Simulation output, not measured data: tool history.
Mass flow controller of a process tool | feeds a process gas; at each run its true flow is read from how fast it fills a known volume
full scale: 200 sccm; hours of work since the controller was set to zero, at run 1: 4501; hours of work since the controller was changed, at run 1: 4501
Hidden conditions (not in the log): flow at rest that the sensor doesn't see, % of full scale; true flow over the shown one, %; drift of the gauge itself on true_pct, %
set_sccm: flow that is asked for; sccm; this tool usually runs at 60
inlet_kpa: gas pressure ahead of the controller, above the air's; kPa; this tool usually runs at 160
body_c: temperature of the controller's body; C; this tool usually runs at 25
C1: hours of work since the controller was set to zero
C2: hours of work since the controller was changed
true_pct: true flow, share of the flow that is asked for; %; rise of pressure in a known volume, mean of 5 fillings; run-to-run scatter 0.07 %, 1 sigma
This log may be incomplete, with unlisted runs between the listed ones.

Run 1, hour 0: usual settings; C1 4501; C2 4501. Result: true_pct 97.38 %.
Run 2, hour 50.3: usual settings; C1 4523; C2 4523. Result: true_pct 97.36 %.
Run 3, hour 110.3: usual settings but body_c 26 C; C1 4548; C2 4548. Result: true_pct 97.39 %.
Run 4, hour 170.5: usual settings but inlet_kpa 270 kPa, body_c 26 C; C1 4574; C2 4574. Result: true_pct 97.14 %.
Run 5, hour 221.8: usual settings but inlet_kpa 270 kPa, body_c 26 C; C1 4596; C2 4596. Result: true_pct 97.15 %.
Run 6, hour 255.7: usual settings but inlet_kpa 252 kPa, body_c 26 C; C1 4610; C2 4610. Result: true_pct 97.24 %.
Run 7, hour 327.7: usual settings but set_sccm 121 sccm, inlet_kpa 237 kPa; C1 4641; C2 4641. Result: true_pct 97.25 %.
At hour 333.9: controller's zero set anew.
Run 8, hour 368.6: usual settings but set_sccm 121 sccm, inlet_kpa 237 kPa; C1 15; C2 4658. Result: true_pct 97.33 %.
Run 9, hour 428.7: usual settings but set_sccm 25 sccm, inlet_kpa 153 kPa, body_c 29 C; C1 40; C2 4683. Result: true_pct 101.17 %.
At hour 457.4: controller's zero set anew, once more.
Run 10, hour 494.6: usual settings but set_sccm 126 sccm, inlet_kpa 280 kPa, body_c 31 C; C1 16; C2 4711. Result: true_pct 96.63 %.

Below are 3 alternative next runs, each starting from the tool's condition after run 10. Predict each:
Run A, hour 565: usual settings but set_sccm 119 sccm, inlet_kpa 260 kPa, body_c 26 C; C1 46; C2 4741. Result: true_pct ?.
Run B, hour 565: usual settings but inlet_kpa 205 kPa, body_c 29 C; C1 46; C2 4741. Result: true_pct ?.
Run C, hour 565: usual settings but set_sccm 85 sccm, inlet_kpa 167 kPa, body_c 23 C; C1 46; C2 4741. Result: true_pct ?.

run  true_pct
  A     96.21
  B     95.65
  C     95.58
Without the tool's unlogged condition, the same runs would have read:
run  true_pct
  A     98.63
  B     98.05
  C     97.99
